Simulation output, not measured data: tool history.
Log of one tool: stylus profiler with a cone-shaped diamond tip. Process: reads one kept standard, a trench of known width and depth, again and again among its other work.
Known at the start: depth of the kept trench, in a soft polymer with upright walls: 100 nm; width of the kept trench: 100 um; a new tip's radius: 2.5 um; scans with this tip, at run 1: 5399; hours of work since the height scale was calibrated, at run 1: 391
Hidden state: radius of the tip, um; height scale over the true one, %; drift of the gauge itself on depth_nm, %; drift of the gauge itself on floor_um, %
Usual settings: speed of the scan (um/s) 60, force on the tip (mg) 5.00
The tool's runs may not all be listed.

run   hour  speed of the scan (um/s)  force on the tip (mg)  scans with this tip  hours of work since the height scale was calibrated  depth of the trench (Å)  width of the trench's floor (nm)
  1    0.0                        60                   5.00                 5399                                                  391                   1017.3                             98190
  2   20.9                        60                   5.00                 5529                                                  400                   1017.9                             98190
  3   41.9                        60                   5.00                 5660                                                  410                   1017.6                             98230
  4   64.8                        60                   5.00                 5802                                                  420                   1017.6                             98170
  5   83.3                        60                   5.00                 5918                                                  428                   1017.8                             98150
  6  100.0                        60                   5.00                 6021                                                  436                   1017.8                             98190
  7  123.5                        60                   5.00                 6168                                                  446                   1017.0                             98140
  8  144.6                        60                   2.32                 6299                                                  456                   1009.1                             98100
  9  159.0                        60                   2.32                 6389                                                  462                   1009.0                             98050
 10  173.3                        20                   4.26                 6478                                                  469                   1015.6                             98230

Forecast run 11:
 11  185.2                       184                   2.25                 6552                                                  474                        ?                                 ?

depth of the trench (Å): 1008.4
width of the trench's floor (nm): 97610
Without the tool's hidden state the same run would have given depth of the trench (Å) 1011.0, width of the trench's floor (nm) 97920.
